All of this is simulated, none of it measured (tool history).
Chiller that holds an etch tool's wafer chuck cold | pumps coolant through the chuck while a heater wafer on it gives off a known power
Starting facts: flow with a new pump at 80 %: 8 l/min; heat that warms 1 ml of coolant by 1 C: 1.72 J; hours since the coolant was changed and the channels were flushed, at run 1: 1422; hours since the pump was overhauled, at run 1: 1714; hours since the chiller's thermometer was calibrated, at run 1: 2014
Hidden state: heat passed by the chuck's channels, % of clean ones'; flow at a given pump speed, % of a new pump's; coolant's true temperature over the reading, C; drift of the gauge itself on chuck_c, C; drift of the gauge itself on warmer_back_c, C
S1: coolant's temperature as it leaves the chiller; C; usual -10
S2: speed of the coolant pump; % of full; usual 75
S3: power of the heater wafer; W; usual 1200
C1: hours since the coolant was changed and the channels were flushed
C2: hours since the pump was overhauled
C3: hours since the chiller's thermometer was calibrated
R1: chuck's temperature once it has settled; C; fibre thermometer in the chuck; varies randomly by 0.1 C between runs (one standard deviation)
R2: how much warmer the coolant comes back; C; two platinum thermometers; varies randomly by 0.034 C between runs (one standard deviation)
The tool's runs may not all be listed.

Run 1, hour 0: usual settings; C1 1422; C2 1714; C3 2014. Result: R1 -0.6 C, R2 5.65 C.
Run 2, hour 39.6: usual settings; C1 1461; C2 1753; C3 2054. Result: R1 -0.5 C, R2 5.74 C.
Run 3, hour 62.4: usual settings but S3 834 W; C1 1484; C2 1776; C3 2077. Result: R1 -3.6 C, R2 3.96 C.
Run 4, hour 118.5: usual settings but S3 834 W; C1 1540; C2 1832; C3 2133. Result: R1 -3.5 C, R2 3.94 C.
Run 5, hour 165.3: usual settings but S3 840 W; C1 1587; C2 1879; C3 2180. Result: R1 -3.4 C, R2 4.03 C.
Run 6, hour 219.8: usual settings but S3 840 W; C1 1641; C2 1933; C3 2234. Result: R1 -3.2 C, R2 4.03 C.
Run 7, hour 276.1: usual settings but S3 840 W; C1 1698; C2 1990; C3 2290. Result: R1 -3.4 C, R2 4.02 C.
Run 8, hour 325.2: usual settings but S3 840 W; C1 1747; C2 2039; C3 2339. Result: R1 -3.4 C, R2 3.97 C.
Run 9, hour 362.1: usual settings but S3 739 W; C1 1784; C2 2076; C3 2376. Result: R1 -4.3 C, R2 3.57 C.
Run 10, hour 391.3: usual settings but S1 0 C, S3 739 W; C1 1813; C2 2105; C3 2405. Result: R1 5.8 C, R2 3.56 C.
Run 11, hour 431.5: usual settings but S3 1083 W; C1 1853; C2 2145; C3 2446. Result: R1 -1.6 C, R2 5.26 C.
Run 12, hour 468.7: usual settings but S3 1083 W; C1 1890; C2 2182; C3 2483. Result: R1 -1.5 C, R2 5.14 C.
Run 13, hour 499.5: usual settings but S3 1083 W; C1 1921; C2 2213; C3 2514. Result: R1 -1.6 C, R2 5.26 C.
Run 14, hour 550.5: usual settings but S3 1083 W; C1 1972; C2 2264; C3 2565. Result: R1 -1.4 C, R2 5.22 C.
Run 15, hour 603.2: usual settings but S2 80 % of full, S3 966 W; C1 2025; C2 2317; C3 2617. Result: R1 -2.7 C, R2 4.34 C.
Run 16, hour 632.1: usual settings but S1 -14 C; C1 2054; C2 2346; C3 2646. Result: R1 -4.4 C, R2 5.76 C.
Run 17, hour 677.6: usual settings but S1 -5 C, S2 73 % of full, S3 1028 W; C1 2099; C2 2391; C3 2692. Result: R1 3.2 C, R2 5.04 C.
Run 18, hour 712.2: usual settings but S1 -16 C, S2 65 % of full, S3 1028 W; C1 2134; C2 2426; C3 2726. Result: R1 -6.9 C, R2 5.72 C.
Run 19, hour 740.6: usual settings but S1 -19 C, S2 82 % of full, S3 703 W; C1 2162; C2 2454; C3 2755. Result: R1 -13.7 C, R2 3.11 C.
Run 20, hour 792: usual settings but S2 90 % of full, S3 1738 W; C1 2214; C2 2506; C3 2806. Result: R1 2.1 C, R2 7.02 C.
Run 21, hour 822.8: usual settings but S1 -16 C, S2 96 % of full, S3 1489 W; C1 2244; C2 2536; C3 2837. Result: R1 -6 C, R2 5.58 C.
Run 22, hour 861.6: usual settings but S1 -16 C, S2 96 % of full, S3 1489 W; C1 2283; C2 2575; C3 2876. Result: R1 -6.2 C, R2 5.63 C.
Run 23, hour 895.9: usual settings but S1 -19 C, S2 61 % of full, S3 1678 W; C1 2317; C2 2609; C3 2910. Result: R1 -3.4 C, R2 10 C.

Here are 5 independent what-if runs from the current tool condition. What would each one return?
Run A, hour 941.6: usual settings but S1 -5 C, S2 61 % of full, S3 906 W; C1 2363; C2 2655; C3 2956. Result: R1 ?, R2 ?.
Run B, hour 941.6: usual settings but S1 -20 C, S2 62 % of full, S3 935 W; C1 2363; C2 2655; C3 2956. Result: R1 ?, R2 ?.
Run C, hour 941.6: usual settings but S1 -19 C, S2 61 % of full, S3 1486 W; C1 2363; C2 2655; C3 2956. Result: R1 ?, R2 ?.
Run D, hour 941.6: usual settings but S1 -8 C, S2 98 % of full, S3 1069 W; C1 2363; C2 2655; C3 2956. Result: R1 ?, R2 ?.
Run E, hour 941.6: usual settings but S1 -18 C, S2 82 % of full, S3 1678 W; C1 2363; C2 2655; C3 2956. Result: R1 ?, R2 ?.

run     R1    R2
  A    3.4  5.41
  B  -11.3  5.53
  C   -5.2   8.9
  D   -1.1   3.9
  E   -5.3   7.4
With the hidden condition removed and each run's random variation left untouched, the same runs would have given:
run     R1    R2
  A      3  5.22
  B  -11.8  5.33
  C   -5.9  8.59
  D   -1.5  3.76
  E     -6  7.14
